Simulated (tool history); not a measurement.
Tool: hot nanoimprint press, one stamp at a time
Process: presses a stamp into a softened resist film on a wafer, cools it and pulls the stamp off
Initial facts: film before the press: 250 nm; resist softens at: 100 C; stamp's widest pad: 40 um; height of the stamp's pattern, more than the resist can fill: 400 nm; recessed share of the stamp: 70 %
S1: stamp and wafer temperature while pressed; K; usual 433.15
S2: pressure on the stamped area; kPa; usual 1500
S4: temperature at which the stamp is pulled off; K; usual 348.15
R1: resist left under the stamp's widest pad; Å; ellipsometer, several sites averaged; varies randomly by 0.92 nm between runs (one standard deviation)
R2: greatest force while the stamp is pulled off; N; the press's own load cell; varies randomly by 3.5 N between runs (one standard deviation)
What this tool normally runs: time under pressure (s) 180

Run 1, hour 0.0: usual settings. Result: R1 1290 Å, R2 160 N.
Run 2, hour 57.8: usual settings but S2 2160 kPa. Result: R1 1063 Å, R2 164 N.
Run 3, hour 92.7: usual settings. Result: R1 1283 Å, R2 162 N.
Run 4, hour 132.2: usual settings. Result: R1 1293 Å, R2 162 N.
Run 5, hour 181.9: usual settings but time under pressure (s) 150. Result: R1 1355 Å, R2 166 N.
Run 6, hour 224.8: usual settings but time under pressure (s) 150. Result: R1 1367 Å, R2 164 N.
Run 7, hour 283.5: usual settings but time under pressure (s) 150. Result: R1 1373 Å, R2 167 N.
Run 8, hour 353.5: usual settings but time under pressure (s) 150. Result: R1 1373 Å, R2 167 N.
Run 9, hour 395.5: usual settings but S2 1700 kPa, time under pressure (s) 129, S4 338.15 K. Result: R1 1350 Å, R2 214 N.
Run 10, hour 461.6: usual settings but S1 437.15 K, S2 1490 kPa. Result: R1 1075 Å, R2 163 N.
Run 11, hour 508.4: usual settings but time under pressure (s) 120, S4 352.15 K. Result: R1 1443 Å, R2 145 N.
Run 12, hour 566.5: usual settings but time under pressure (s) 120, S4 352.15 K. Result: R1 1458 Å, R2 142 N.
Run 13, hour 632.0: usual settings but S2 1860 kPa, time under pressure (s) 193, S4 349.15 K. Result: R1 1138 Å, R2 161 N.
Run 14, hour 676.7: usual settings but S2 1860 kPa, time under pressure (s) 193, S4 349.15 K. Result: R1 1127 Å, R2 158 N.
Run 15, hour 737.5: usual settings but S2 1860 kPa, time under pressure (s) 193, S4 345.15 K. Result: R1 1135 Å, R2 175 N.
Run 16, hour 785.7: usual settings but S1 428.15 K, S2 2310 kPa, time under pressure (s) 193, S4 345.15 K. Result: R1 1315 Å, R2 184 N.

Missing from the log above: 2 entries noted between runs. For each, name the pair of listed runs it sits between and say how the tool's hidden condition differs from the listed run just before to the listed run just after:
From run 7 to run 8: plate thermocouple calibrated (hour 336.0)
  true temperature over the reading, C: -0.04 -> 0; grip of the stamp's worn release coat, % over a new coat's: 0.8 -> 0.9
From run 9 to run 10: stamp cleaned and given a new release coat (hour 457.7)
  grip of the stamp's worn release coat, % over a new coat's: 1 -> 0
